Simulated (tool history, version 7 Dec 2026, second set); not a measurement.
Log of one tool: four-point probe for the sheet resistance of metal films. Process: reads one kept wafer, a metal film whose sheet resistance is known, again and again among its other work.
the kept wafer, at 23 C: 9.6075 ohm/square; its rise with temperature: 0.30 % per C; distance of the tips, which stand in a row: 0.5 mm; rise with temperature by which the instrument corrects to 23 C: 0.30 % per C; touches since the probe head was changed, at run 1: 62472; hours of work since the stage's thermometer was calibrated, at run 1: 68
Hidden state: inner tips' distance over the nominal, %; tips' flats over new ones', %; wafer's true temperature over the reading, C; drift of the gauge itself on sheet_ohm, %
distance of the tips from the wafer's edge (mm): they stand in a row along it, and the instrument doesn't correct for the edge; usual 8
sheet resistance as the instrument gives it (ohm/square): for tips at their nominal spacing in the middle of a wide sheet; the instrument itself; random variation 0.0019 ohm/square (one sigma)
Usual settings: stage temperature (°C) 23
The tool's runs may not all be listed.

run,day,stage temperature (°C),distance of the tips from the wafer's edge (mm),touches since the probe head was changed,hours of work since the stage's thermometer was calibrated,sheet resistance as the instrument gives it (ohm/square)
1,0.000,23,8,62472,68,9.593646
2,1.021,19,8,63327,84,9.592499
3,1.850,19,8,64021,96,9.591590
4,2.404,19,8,64487,104,9.591764
5,2.958,31,8,64949,113,9.594145
6,3.925,31,8,65760,127,9.593704
7,4.796,31,8,66490,140,9.591536
8,5.458,31,8,67046,150,9.589600
9,6.146,31,8,67621,160,9.589257
10,6.783,23,8,68155,170,9.590650
11,7.483,25,8,68739,180,9.587542
12,8.346,25,8,69462,193,9.584970
13,8.862,25,8,69895,201,9.582555
14,9.512,25,8,70440,210,9.584017
15,10.067,23,8,70903,219,9.581190
16,11.038,23,8,71718,233,9.582207
17,11.796,23,8,72353,244,9.579039
18,12.592,23,8,73019,256,9.580102
# day 12.688: stage's thermometer calibrated
19,13.046,23,4,73384,5,9.638345
20,13.842,23,4,74048,17,9.636574
21,14.517,26,8,74615,27,9.579858
22,15.425,23,8,75376,41,9.576575
23,16.171,20,3,75998,52,9.694529
24,16.592,20,3,76353,58,9.698001
25,17.479,20,3,77097,72,9.689385
26,18.196,20,3,77696,82,9.689153
# day 18.317: stage's thermometer calibrated, once more
27,18.692,34,15,78094,6,9.564493
28,19.188,22,5,78510,13,9.608581
29,20.025,22,5,79210,25,9.610404
30,20.508,23,6,79616,33,9.592815
31,21.183,28,40,80181,43,9.560143
32,21.892,28,40,80774,53,9.556966
33,22.479,28,40,81265,62,9.558779
34,23.004,25,13,81707,70,9.562820
35,23.567,30,7,82177,78,9.581116
36,24.062,19,9,82593,86,9.567853
37,24.633,20,70,83070,94,9.550388

Forecast run 38:
38,25.312,32,3,83640,104,?

Run 38 gave sheet resistance as the instrument gives it (ohm/square) 9.693667.
Without the tool's hidden state the same run would have given sheet resistance as the instrument gives it (ohm/square) 9.750436.

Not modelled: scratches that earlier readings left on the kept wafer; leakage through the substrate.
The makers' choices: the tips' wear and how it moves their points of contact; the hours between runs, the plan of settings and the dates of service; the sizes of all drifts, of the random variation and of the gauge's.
